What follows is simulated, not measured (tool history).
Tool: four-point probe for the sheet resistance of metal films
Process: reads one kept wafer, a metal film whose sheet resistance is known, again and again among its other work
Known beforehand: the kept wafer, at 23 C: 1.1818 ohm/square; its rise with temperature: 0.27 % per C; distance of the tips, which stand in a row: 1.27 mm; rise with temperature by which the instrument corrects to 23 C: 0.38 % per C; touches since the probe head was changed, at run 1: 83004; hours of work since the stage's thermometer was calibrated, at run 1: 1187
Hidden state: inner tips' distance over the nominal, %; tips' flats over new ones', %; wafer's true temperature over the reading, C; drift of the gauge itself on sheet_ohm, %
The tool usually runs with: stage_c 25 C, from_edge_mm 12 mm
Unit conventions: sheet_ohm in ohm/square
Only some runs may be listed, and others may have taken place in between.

run	day	stage_c	from_edge_mm	touches since the probe head was changed	hours of work since the stage's thermometer was calibrated	sheet_ohm
1	0	25	12	83004	1187	1.197033
2	2.446	25	12	85966	1230	1.197268
3	4.904	25	12	88944	1272	1.197059
4	6.471	27	12	90844	1299	1.194365
5	8.421	25	12	93202	1333	1.196988
6	10.633	25	12	95885	1371	1.197356
7	12.779	21	12	98486	1409	1.20302
8	15.829	21	12	102178	1461	1.203223
9	18.912	25	8	105916	1515	1.206808
10	20.817	21	57	108219	1548	1.196455
11	22.612	21	57	110395	1579	1.196379
12	24.867	21	57	113127	1618	1.196769
13	27.633	31	54	116478	1666	1.183538
14	30.167	32	4	119549	1710	1.242793
15	32.558	19	59	122445	1751	1.19986
16	34.592	34	8	124907	1787	1.195458
17	37.025	18	44	127856	1829	1.201478
18	38.804	27	30	130009	1859	1.190154

Forecast each of these 5 alternatives for the next run:
A	41.075	27	18	132761	1899	?
B	41.075	19	74	132761	1899	?
C	41.075	20	65	132761	1899	?
D	41.075	21	7	132761	1899	?
E	41.075	19	28	132761	1899	?

run	sheet_ohm
A	1.192146
B	1.200122
C	1.19838
D	1.218061
E	1.20109
With no hidden state in the tool, these same runs would have given:
run	sheet_ohm
A	1.179642
B	1.187577
C	1.185848
D	1.205337
E	1.188536

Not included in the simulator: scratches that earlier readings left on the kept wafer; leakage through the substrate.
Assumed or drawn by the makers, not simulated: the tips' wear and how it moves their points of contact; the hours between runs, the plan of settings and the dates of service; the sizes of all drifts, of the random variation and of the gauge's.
